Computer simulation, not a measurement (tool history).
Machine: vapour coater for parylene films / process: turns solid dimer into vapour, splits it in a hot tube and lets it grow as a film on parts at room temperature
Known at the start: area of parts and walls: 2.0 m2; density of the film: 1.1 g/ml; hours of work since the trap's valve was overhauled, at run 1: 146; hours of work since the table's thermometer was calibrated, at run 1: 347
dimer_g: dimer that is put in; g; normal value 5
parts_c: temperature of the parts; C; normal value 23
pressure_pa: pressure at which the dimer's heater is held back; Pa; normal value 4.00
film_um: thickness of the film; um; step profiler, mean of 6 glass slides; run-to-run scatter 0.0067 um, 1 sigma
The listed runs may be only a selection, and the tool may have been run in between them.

run	day	dimer_g	parts_c	pressure_pa	hours of work since the trap's valve was overhauled	hours of work since the table's thermometer was calibrated	film_um
1	0.000	5	23	4.00	146	347	1.192
2	0.762	5	23	4.00	161	361	1.200
3	1.829	5	23	4.00	181	381	1.187
4	2.383	5	23	3.41	191	392	1.209
5	3.283	5	23	3.41	208	409	1.208
6	3.954	5	23	3.41	221	422	1.201
7	4.596	5	33	3.41	233	434	0.941
# day 4.854: trap's valve overhauled
8	5.658	5	33	3.41	15	451	0.988
9	6.462	5	33	3.41	30	466	0.988
10	7.529	4	30	4.78	51	486	0.829
11	8.188	2	30	2.14	63	498	0.457
12	9.292	2	30	2.14	84	519	0.439
13	10.096	5	17	4.00	99	535	1.418
14	10.717	8	23	4.56	111	546	1.928
15	11.679	8	23	4.56	129	565	1.918
16	12.746	6	21	7.74	149	585	1.412
17	13.929	6	21	7.74	172	607	1.426

Here are 3 independent what-if runs from the current tool condition. What would each one return?
A	14.600	7	21	2.47	185	620	?
B	14.600	6	19	7.66	185	620	?
C	14.600	4	23	4.00	185	620	?

run	film_um
A	1.858
B	1.485
C	0.966
Without the tool's unlogged condition, the same runs would have read:
run	film_um
A	1.926
B	1.539
C	1.001

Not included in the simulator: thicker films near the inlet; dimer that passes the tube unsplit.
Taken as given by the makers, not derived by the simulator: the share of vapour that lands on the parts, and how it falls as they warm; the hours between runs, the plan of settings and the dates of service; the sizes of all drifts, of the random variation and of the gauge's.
